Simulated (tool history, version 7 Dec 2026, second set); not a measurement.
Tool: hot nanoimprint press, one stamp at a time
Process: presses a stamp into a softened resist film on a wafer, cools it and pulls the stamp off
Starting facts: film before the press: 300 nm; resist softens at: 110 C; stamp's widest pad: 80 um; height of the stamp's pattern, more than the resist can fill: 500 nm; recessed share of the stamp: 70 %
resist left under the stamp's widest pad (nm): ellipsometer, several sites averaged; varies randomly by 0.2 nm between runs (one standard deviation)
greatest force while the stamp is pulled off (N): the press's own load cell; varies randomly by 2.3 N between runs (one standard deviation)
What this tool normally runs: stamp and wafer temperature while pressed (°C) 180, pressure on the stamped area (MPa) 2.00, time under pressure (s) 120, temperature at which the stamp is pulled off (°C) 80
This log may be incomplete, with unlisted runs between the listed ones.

run,hour,stamp and wafer temperature while pressed (°C),pressure on the stamped area (MPa),time under pressure (s),temperature at which the stamp is pulled off (°C),resist left under the stamp's widest pad (nm),greatest force while the stamp is pulled off (N)
1,0.0,180,2.00,120,80,108.5,198
2,22.4,180,2.00,120,83,108.9,192
3,46.1,180,2.00,120,80,109.0,205
4,68.2,180,2.00,203,80,87.2,204
5,97.2,180,2.00,203,80,87.8,202
6,120.9,180,2.00,203,80,87.9,204
7,139.5,186,2.00,198,80,71.6,197
8,157.5,180,2.00,213,72,86.0,233
9,187.9,189,2.00,120,80,81.2,201
10,214.1,180,2.85,120,78,92.6,211

Forecast each of these 3 alternatives for the next run:
A,235.1,180,2.01,110,80,?,?
B,235.1,180,2.42,120,78,?,?
C,235.1,180,1.27,120,80,?,?

run,resist left under the stamp's widest pad (nm),greatest force while the stamp is pulled off (N)
A,114.1,201
B,100.4,211
C,136.5,200
The same runs, with their run-to-run variation unchanged, on a tool lacking any hidden condition would have given:
run,resist left under the stamp's widest pad (nm),greatest force while the stamp is pulled off (N)
A,112.3,199
B,98.8,209
C,134.4,199
